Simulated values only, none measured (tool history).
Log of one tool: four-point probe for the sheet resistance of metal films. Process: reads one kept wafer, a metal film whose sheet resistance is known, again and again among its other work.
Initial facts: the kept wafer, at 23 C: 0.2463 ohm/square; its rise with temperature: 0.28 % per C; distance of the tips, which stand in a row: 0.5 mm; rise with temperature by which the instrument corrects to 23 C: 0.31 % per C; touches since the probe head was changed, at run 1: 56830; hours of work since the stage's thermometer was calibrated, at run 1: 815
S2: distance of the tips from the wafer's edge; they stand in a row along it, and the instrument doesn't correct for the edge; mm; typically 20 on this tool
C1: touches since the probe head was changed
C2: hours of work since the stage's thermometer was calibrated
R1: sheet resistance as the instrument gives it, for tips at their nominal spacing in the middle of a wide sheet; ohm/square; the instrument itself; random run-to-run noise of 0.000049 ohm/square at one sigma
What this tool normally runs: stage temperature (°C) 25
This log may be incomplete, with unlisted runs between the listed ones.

Run 1, hour 0.0: usual settings; C1 56830; C2 815. Result: R1 0.247443 ohm/square.
Run 2, hour 82.1: usual settings; C1 60070; C2 855. Result: R1 0.247416 ohm/square.
Run 3, hour 159.2: usual settings; C1 63112; C2 892. Result: R1 0.247461 ohm/square.
Run 4, hour 240.8: usual settings; C1 66333; C2 932. Result: R1 0.247557 ohm/square.
Run 5, hour 322.2: usual settings; C1 69547; C2 971. Result: R1 0.247713 ohm/square.
Run 6, hour 387.9: usual settings; C1 72138; C2 1003. Result: R1 0.247690 ohm/square.
Run 7, hour 445.5: usual settings; C1 74412; C2 1031. Result: R1 0.247663 ohm/square.
Run 8, hour 531.3: usual settings; C1 77801; C2 1072. Result: R1 0.247766 ohm/square.
Run 9, hour 578.0: usual settings; C1 79642; C2 1094. Result: R1 0.247909 ohm/square.
Run 10, hour 622.4: usual settings but stage temperature (°C) 18; C1 81394; C2 1116. Result: R1 0.248187 ohm/square.
Run 11, hour 678.0: usual settings but stage temperature (°C) 18; C1 83589; C2 1143. Result: R1 0.248265 ohm/square.
Run 12, hour 750.9: usual settings but stage temperature (°C) 18; C1 86466; C2 1178. Result: R1 0.248271 ohm/square.
Run 13, hour 805.3: usual settings but stage temperature (°C) 26, S2 3 mm; C1 88614; C2 1204. Result: R1 0.251460 ohm/square.
Run 14, hour 891.1: usual settings but stage temperature (°C) 19, S2 6 mm; C1 92001; C2 1246. Result: R1 0.249289 ohm/square.
Run 15, hour 935.8: usual settings but stage temperature (°C) 33; C1 93765; C2 1267. Result: R1 0.247668 ohm/square.
Run 16, hour 1014.9: usual settings but stage temperature (°C) 28; C1 96886; C2 1305. Result: R1 0.247975 ohm/square.
Run 17, hour 1065.9: usual settings but stage temperature (°C) 22; C1 98900; C2 1330. Result: R1 0.248418 ohm/square.
Run 18, hour 1118.8: usual settings but stage temperature (°C) 22; C1 100987; C2 1356. Result: R1 0.248345 ohm/square.

Expected results for the next run?
Run 19, hour 1173.6: usual settings but stage temperature (°C) 22; C1 103152; C2 1382. Result: R1 ?.

Run 19 yielded R1 0.248311 ohm/square.
Take away the tool's hidden state, keep the run-to-run variation as it was, and the same run would have given R1 0.246346 ohm/square.
